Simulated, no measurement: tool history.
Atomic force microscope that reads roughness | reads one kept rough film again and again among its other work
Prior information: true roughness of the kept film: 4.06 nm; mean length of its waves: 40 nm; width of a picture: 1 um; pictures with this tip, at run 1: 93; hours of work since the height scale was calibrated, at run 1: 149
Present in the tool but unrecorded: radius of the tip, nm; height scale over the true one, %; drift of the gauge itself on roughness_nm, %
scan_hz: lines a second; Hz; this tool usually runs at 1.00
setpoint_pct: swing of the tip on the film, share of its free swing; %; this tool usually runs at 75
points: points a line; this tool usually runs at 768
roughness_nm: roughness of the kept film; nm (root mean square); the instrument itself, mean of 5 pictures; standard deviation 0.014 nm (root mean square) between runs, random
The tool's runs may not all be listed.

run,day,scan_hz,setpoint_pct,points,pictures with this tip,hours of work since the height scale was calibrated,roughness_nm
1,0.000,1.00,75,768,93,149,2.887
2,0.288,1.00,75,768,105,153,2.859
3,0.871,1.00,81,768,129,163,2.691
# day 1.021: new tip fitted
4,1.296,1.00,75,768,12,169,3.366
5,1.838,1.00,75,768,34,178,3.224
6,2.350,1.00,75,768,55,186,3.153
7,2.783,1.00,75,768,73,193,3.039
8,3.329,1.00,75,768,96,201,2.945
9,3.650,1.00,75,768,109,206,2.880
10,4.217,1.00,75,768,132,215,2.768
# day 4.267: new tip fitted
11,4.800,1.00,75,768,22,224,3.343
12,5.404,1.00,65,768,46,234,3.277
13,5.904,1.00,75,768,67,242,3.068
14,6.312,1.00,75,768,84,248,2.968
15,6.892,1.00,75,768,108,258,2.871
16,7.412,1.00,75,768,129,266,2.792
# day 7.538: new tip fitted
17,7.846,1.00,67,768,12,272,3.419
18,8.388,1.00,67,768,35,281,3.298
19,8.729,1.00,67,768,49,286,3.236
20,9.125,1.00,75,768,65,293,3.080
21,9.588,1.00,75,768,84,300,2.981
22,9.912,1.00,75,768,98,305,2.884
23,10.433,1.00,75,768,119,314,2.786
# day 10.817: new tip fitted
24,10.892,0.64,61,538,3,320,3.588
25,11.379,1.25,88,338,23,328,3.003
26,11.650,1.25,88,338,35,332,2.944
27,12.104,1.25,88,338,53,340,2.862
28,12.696,1.25,88,338,78,349,2.746
29,13.129,1.51,64,368,96,356,2.922
30,13.650,1.00,74,768,117,364,2.809
31,14.017,1.00,77,768,132,370,2.702
# day 14.083: new tip fitted
32,14.321,1.00,60,768,10,375,3.547
33,14.654,1.00,60,768,24,380,3.406
34,14.996,1.00,60,768,38,385,3.345
35,15.288,1.13,60,800,50,390,3.285
36,15.696,2.82,75,768,67,396,2.750
37,15.996,1.69,58,341,79,401,3.045
38,16.279,1.00,60,768,91,406,3.084
39,16.608,1.72,85,768,104,411,2.563
40,17.158,1.72,85,768,127,420,2.461
# day 17.383: new tip fitted
41,17.608,3.08,61,873,10,426,3.287
42,18.179,3.08,61,873,33,436,3.185
43,18.712,1.66,63,298,55,444,3.140
44,19.171,1.66,63,298,74,451,3.051
45,19.717,3.94,60,768,97,460,2.786
46,20.092,1.00,86,768,112,466,2.733

4 ways to go on from here, each from the tool as it stands after run 46. What would each give?
# day 20.633: new tip fitted
A,20.633,1.00,78,471,0,474,?
# day 20.633: new tip fitted
B,20.633,1.00,75,324,0,474,?
# day 20.633: new tip fitted
C,20.633,0.77,67,774,0,474,?
# day 20.633: new tip fitted
D,20.633,1.06,86,844,0,474,?

run,roughness_nm
A,3.393
B,3.432
C,3.537
D,3.252
Had the tool no hidden state, the same runs would have come out as:
run,roughness_nm
A,3.400
B,3.439
C,3.545
D,3.259
